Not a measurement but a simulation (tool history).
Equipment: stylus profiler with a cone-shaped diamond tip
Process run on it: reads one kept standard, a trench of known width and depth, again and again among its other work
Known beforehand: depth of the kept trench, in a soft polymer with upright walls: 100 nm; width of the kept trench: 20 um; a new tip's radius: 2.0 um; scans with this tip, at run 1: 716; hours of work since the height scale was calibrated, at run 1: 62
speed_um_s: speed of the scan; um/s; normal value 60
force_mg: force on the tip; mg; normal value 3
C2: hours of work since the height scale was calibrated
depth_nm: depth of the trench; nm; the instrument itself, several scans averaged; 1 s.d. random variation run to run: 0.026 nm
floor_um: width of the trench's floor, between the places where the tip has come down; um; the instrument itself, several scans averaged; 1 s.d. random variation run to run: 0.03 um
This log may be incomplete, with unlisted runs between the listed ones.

Run 1, hour 0: usual settings; scans with this tip 716; C2 62. Result: depth_nm 101.43 nm, floor_um 18.47 um.
Run 2, hour 17.2: usual settings; scans with this tip 831; C2 72. Result: depth_nm 101.44 nm, floor_um 18.42 um.
Run 3, hour 37.8: usual settings but force_mg 5.18 mg; scans with this tip 968; C2 84. Result: depth_nm 102.12 nm, floor_um 18.5 um.
Run 4, hour 55: usual settings but force_mg 5.18 mg; scans with this tip 1082; C2 94. Result: depth_nm 102.09 nm, floor_um 18.55 um.
Run 5, hour 64.3: usual settings; scans with this tip 1144; C2 99. Result: depth_nm 101.43 nm, floor_um 18.47 um.
Run 6, hour 77.7: usual settings but force_mg 3.96 mg; scans with this tip 1233; C2 107. Result: depth_nm 101.73 nm, floor_um 18.48 um.
Run 7, hour 95.4: usual settings but force_mg 3.96 mg; scans with this tip 1351; C2 117. Result: depth_nm 101.76 nm, floor_um 18.54 um.
Run 8, hour 114.1: usual settings but speed_um_s 43 um/s, force_mg 2.95 mg; scans with this tip 1475; C2 128. Result: depth_nm 101.38 nm, floor_um 18.56 um.
Run 9, hour 124.7: usual settings but speed_um_s 16 um/s, force_mg 4.95 mg; scans with this tip 1545; C2 134. Result: depth_nm 101.98 nm, floor_um 18.7 um.
Run 10, hour 139.7: usual settings but speed_um_s 90 um/s, force_mg 4.88 mg; scans with this tip 1645; C2 143. Result: depth_nm 101.97 nm, floor_um 18.4 um.
Run 11, hour 161.5: usual settings but speed_um_s 90 um/s, force_mg 4.88 mg; scans with this tip 1791; C2 155. Result: depth_nm 102.01 nm, floor_um 18.41 um.
Run 12, hour 183.2: usual settings but speed_um_s 25 um/s, force_mg 1.17 mg; scans with this tip 1935; C2 168. Result: depth_nm 100.75 nm, floor_um 18.59 um.
Run 13, hour 192.4: usual settings but force_mg 4.16 mg; scans with this tip 1996; C2 173. Result: depth_nm 101.78 nm, floor_um 18.52 um.
Run 14, hour 206.1: usual settings but speed_um_s 145 um/s; scans with this tip 2087; C2 181. Result: depth_nm 101.37 nm, floor_um 18.05 um.

Predict each of these 3 candidate next runs independently; none follows another, all start after run 14:
Run A, hour 221.3: usual settings but speed_um_s 237 um/s; scans with this tip 2188; C2 190. Result: depth_nm ?, floor_um ?.
Run B, hour 221.3: usual settings but force_mg 7.44 mg; scans with this tip 2188; C2 190. Result: depth_nm ?, floor_um ?.
Run C, hour 221.3: usual settings but speed_um_s 20 um/s, force_mg 2.47 mg; scans with this tip 2188; C2 190. Result: depth_nm ?, floor_um ?.

run  depth_nm  floor_um
  A    101.42     17.66
  B    102.64     18.49
  C    101.25     18.62
With the hidden condition removed and each run's random variation left untouched, the same runs would have given:
run  depth_nm  floor_um
  A    101.42     17.66
  B    102.64     18.49
  C    101.26     18.63
